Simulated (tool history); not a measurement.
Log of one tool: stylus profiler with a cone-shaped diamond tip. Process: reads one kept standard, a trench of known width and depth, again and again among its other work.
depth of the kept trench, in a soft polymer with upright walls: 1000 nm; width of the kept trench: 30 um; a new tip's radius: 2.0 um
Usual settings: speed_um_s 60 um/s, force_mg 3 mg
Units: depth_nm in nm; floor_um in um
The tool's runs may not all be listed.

| run | day | speed_um_s | force_mg | depth_nm | floor_um |
|---|---|---|---|---|---|
| 1 | 0 | 60 | 3 | 1012.97 | 25.08 |
| 2 | 1.912 | 60 | 3 | 1012.79 | 25.02 |
| 3 | 3.354 | 60 | 3 | 1012.86 | 24.96 |
| 4 | 4.946 | 60 | 3 | 1012.93 | 24.97 |
| 5 | 7.396 | 60 | 3 | 1012.9 | 24.95 |
| 6 | 10.088 | 60 | 3 | 1012.61 | 24.93 |
| 7 | 11.783 | 60 | 3 | 1012.88 | 24.89 |
| 8 | 13.154 | 60 | 3 | 1012.73 | 24.93 |
| 9 | 14.612 | 60 | 4.38 | 1016.82 | 24.93 |
| 10 | 16.746 | 60 | 4.38 | 1016.79 | 24.9 |
| 11 | 18.512 | 60 | 4.38 | 1016.76 | 24.84 |
| 12 | 19.846 | 60 | 4.38 | 1016.85 | 24.82 |
| 13 | 22.054 | 60 | 4.38 | 1016.45 | 24.85 |
| 14 | 25.046 | 60 | 4.38 | 1016.58 | 24.83 |
| 15 | 28.117 | 60 | 3 | 1012.18 | 24.75 |
|  | 28.342 | height scale calibrated on a step standard |
| 16 | 30.875 | 60 | 3 | 1011.3 | 24.74 |
| 17 | 32.679 | 60 | 2.22 | 1008.32 | 24.65 |
| 18 | 35.054 | 60 | 2.22 | 1008.45 | 24.68 |
|  | 36.838 | height scale calibrated on a step standard, once more |
| 19 | 37.958 | 60 | 3 | 1014.64 | 24.64 |
| 20 | 40.725 | 60 | 3 | 1014.55 | 24.65 |
| 21 | 42.079 | 60 | 3 | 1014.92 | 24.64 |
| 22 | 44.233 | 60 | 3.51 | 1016.36 | 24.61 |

Forecast run 23:
| 23 | 46.175 | 60 | 3.51 | ? | ? |

Run 23 gave depth_nm 1015.98 nm, floor_um 24.52 um.
Without the tool's hidden state the same run would have given depth_nm 1015.62 nm, floor_um 26.31 um.

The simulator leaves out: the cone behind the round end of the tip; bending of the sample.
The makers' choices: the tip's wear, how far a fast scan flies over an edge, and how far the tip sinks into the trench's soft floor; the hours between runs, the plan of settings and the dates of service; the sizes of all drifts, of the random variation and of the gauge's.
